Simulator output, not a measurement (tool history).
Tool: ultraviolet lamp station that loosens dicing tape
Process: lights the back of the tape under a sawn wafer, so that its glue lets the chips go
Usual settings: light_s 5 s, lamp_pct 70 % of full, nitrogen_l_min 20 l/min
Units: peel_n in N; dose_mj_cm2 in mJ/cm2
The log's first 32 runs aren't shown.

| run | hour | light_s | lamp_pct | nitrogen_l_min | peel_n | dose_mj_cm2 |
|---|---|---|---|---|---|---|
| 33 | 816.1 | 5 | 78 | 20 | 0.518 | 457 |
| 34 | 834.8 | 5 | 78 | 20 | 0.528 | 451 |
| 35 | 863.9 | 5 | 75 | 20 | 0.594 | 435 |
| 36 | 885.2 | 5 | 75 | 20 | 0.584 | 423 |
| 37 | 906.3 | 3 | 67 | 12 | 2.241 | 228 |
| 38 | 940.7 | 3 | 67 | 12 | 2.219 | 225 |
|  | 959.4 | window cleaned of glue's vapour |
| 39 | 963.2 | 3 | 69 | 36 | 1.194 | 245 |
| 40 | 981.1 | 3 | 69 | 36 | 1.173 | 245 |
| 41 | 1000.9 | 5 | 82 | 28 | 0.390 | 478 |
| 42 | 1017.3 | 3 | 82 | 34 | 0.911 | 287 |

4 ways to go on from here, each from the tool as it stands after run 42. What would each give?
| A | 1044.2 | 5 | 70 | 26 | ? | ? |
| B | 1044.2 | 5 | 73 | 26 | ? | ? |
| C | 1044.2 | 5 | 77 | 20 | ? | ? |
| D | 1044.2 | 5 | 82 | 34 | ? | ? |

| run | peel_n | dose_mj_cm2 |
|---|---|---|
| A | 0.573 | 405 |
| B | 0.542 | 422 |
| C | 0.577 | 441 |
| D | 0.359 | 474 |
Without the tool's hidden state the same runs would have given:
| run | peel_n | dose_mj_cm2 |
|---|---|---|
| A | 0.385 | 502 |
| B | 0.368 | 522 |
| C | 0.388 | 545 |
| D | 0.262 | 586 |

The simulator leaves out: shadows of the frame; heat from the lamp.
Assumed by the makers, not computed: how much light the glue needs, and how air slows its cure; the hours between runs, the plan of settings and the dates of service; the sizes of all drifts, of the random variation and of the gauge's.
